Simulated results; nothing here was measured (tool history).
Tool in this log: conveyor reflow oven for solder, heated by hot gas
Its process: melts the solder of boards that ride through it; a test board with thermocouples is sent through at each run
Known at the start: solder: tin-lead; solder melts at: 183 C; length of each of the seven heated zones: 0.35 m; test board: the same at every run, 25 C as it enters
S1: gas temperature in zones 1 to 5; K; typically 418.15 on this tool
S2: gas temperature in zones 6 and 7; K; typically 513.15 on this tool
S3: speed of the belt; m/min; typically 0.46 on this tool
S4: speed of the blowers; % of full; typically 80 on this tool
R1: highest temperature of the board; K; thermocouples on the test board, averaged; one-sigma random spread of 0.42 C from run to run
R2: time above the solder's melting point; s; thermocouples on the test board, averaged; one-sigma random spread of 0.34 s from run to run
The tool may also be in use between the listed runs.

| run | day | S1 | S2 | S3 | S4 | R1 | R2 |
|---|---|---|---|---|---|---|---|
| 1 | 0 | 418.15 | 513.15 | 0.46 | 80 | 497.85 | 78.1 |
| 2 | 0.517 | 418.15 | 513.15 | 0.46 | 80 | 497.75 | 77.8 |
| 3 | 0.788 | 411.15 | 513.15 | 0.46 | 80 | 495.65 | 73.6 |
| 4 | 1.146 | 411.15 | 513.15 | 0.46 | 80 | 496.05 | 73.7 |
| 5 | 1.646 | 411.15 | 513.15 | 0.46 | 80 | 496.25 | 74.2 |
| 6 | 2.196 | 418.15 | 509.15 | 0.46 | 80 | 493.75 | 75.3 |
| 7 | 2.792 | 418.15 | 509.15 | 0.46 | 80 | 494.15 | 74.6 |
| 8 | 3.142 | 412.15 | 513.15 | 0.46 | 80 | 496.25 | 74.4 |
| 9 | 3.538 | 409.15 | 513.15 | 0.46 | 74 | 495.25 | 71.9 |
| 10 | 3.842 | 416.15 | 513.15 | 0.39 | 50 | 497.65 | 91.7 |
| 11 | 4.425 | 416.15 | 513.15 | 0.39 | 50 | 497.35 | 92 |
| 12 | 5.046 | 416.15 | 513.15 | 0.39 | 50 | 497.95 | 91 |
| 13 | 5.662 | 416.15 | 513.15 | 0.39 | 50 | 497.75 | 91.3 |
| 14 | 6.046 | 418.15 | 513.15 | 0.51 | 64 | 490.65 | 64.4 |
| 15 | 6.571 | 418.15 | 524.15 | 0.389 | 80 | 511.35 | 102.9 |
| 16 | 6.992 | 418.15 | 524.15 | 0.389 | 80 | 511.05 | 102.9 |

Each row is a separate what-if for the run after 16, all from the same tool condition, not one after another. Results?
| A | 7.354 | 427.15 | 524.15 | 0.446 | 81 | ? | ? |
| B | 7.354 | 418.15 | 524.15 | 0.524 | 80 | ? | ? |
| C | 7.354 | 424.15 | 524.15 | 0.389 | 80 | ? | ? |
| D | 7.354 | 418.15 | 521.15 | 0.529 | 80 | ? | ? |

| run | R1 | R2 |
|---|---|---|
| A | 508.75 | 91.8 |
| B | 501.95 | 71.1 |
| C | 512.05 | 105 |
| D | 498.65 | 68.1 |
What these runs would have given with no unlogged condition in the tool:
| run | R1 | R2 |
|---|---|---|
| A | 510.85 | 92.4 |
| B | 504.45 | 72.4 |
| C | 513.95 | 105.5 |
| D | 501.05 | 69.5 |
